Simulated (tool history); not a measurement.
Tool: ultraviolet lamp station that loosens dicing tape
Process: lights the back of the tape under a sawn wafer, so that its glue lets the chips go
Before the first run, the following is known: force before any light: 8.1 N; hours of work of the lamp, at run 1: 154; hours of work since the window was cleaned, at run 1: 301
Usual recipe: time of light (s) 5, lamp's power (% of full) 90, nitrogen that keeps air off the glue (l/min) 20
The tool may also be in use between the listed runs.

run,day,time of light (s),lamp's power (% of full),nitrogen that keeps air off the glue (l/min),hours of work of the lamp,hours of work since the window was cleaned,force that peels the tape off (N),light that reached the tape (mJ/cm²)
1,0,5,90,20,154,301,0.801,247
2,0.708,5,90,20,166,313,0.829,250
# day 1.421: window cleaned of glue's vapour
3,1.9,5,90,20,187,8,0.824,243
4,3,5,90,20,207,28,0.826,236
5,4.283,5,90,20,229,51,0.88,239
6,5.546,5,90,20,252,73,0.883,235
7,6.667,5,70,20,272,93,1.402,182
8,7.921,7,74,20,294,115,0.684,266
# day 8.096: window cleaned of glue's vapour, once more
9,8.738,7,74,20,308,11,0.608,289
10,9.796,7,74,20,327,30,0.61,279
11,10.821,3,90,26,345,48,1.831,148
12,11.858,7,97,11,363,67,0.462,362
13,12.875,7,74,17,381,85,0.691,278
14,13.638,5,91,20,395,98,0.858,242

Branching from run 14: 5 alternative next runs. What would each branch give?
A,14.629,5,80,8,412,116,?,?
B,14.629,3,77,38,412,116,?,?
C,14.629,8,81,25,412,116,?,?
D,14.629,4,81,20,412,116,?,?
E,14.629,4,90,20,412,116,?,?

run,force that peels the tape off (N),light that reached the tape (mJ/cm²)
A,1.47,213
B,2.207,123
C,0.394,342
D,1.574,174
E,1.308,190
Without the tool's hidden state the same runs would have given:
run,force that peels the tape off (N),light that reached the tape (mJ/cm²)
A,1.179,243
B,1.85,141
C,0.308,391
D,1.269,198
E,1.038,217

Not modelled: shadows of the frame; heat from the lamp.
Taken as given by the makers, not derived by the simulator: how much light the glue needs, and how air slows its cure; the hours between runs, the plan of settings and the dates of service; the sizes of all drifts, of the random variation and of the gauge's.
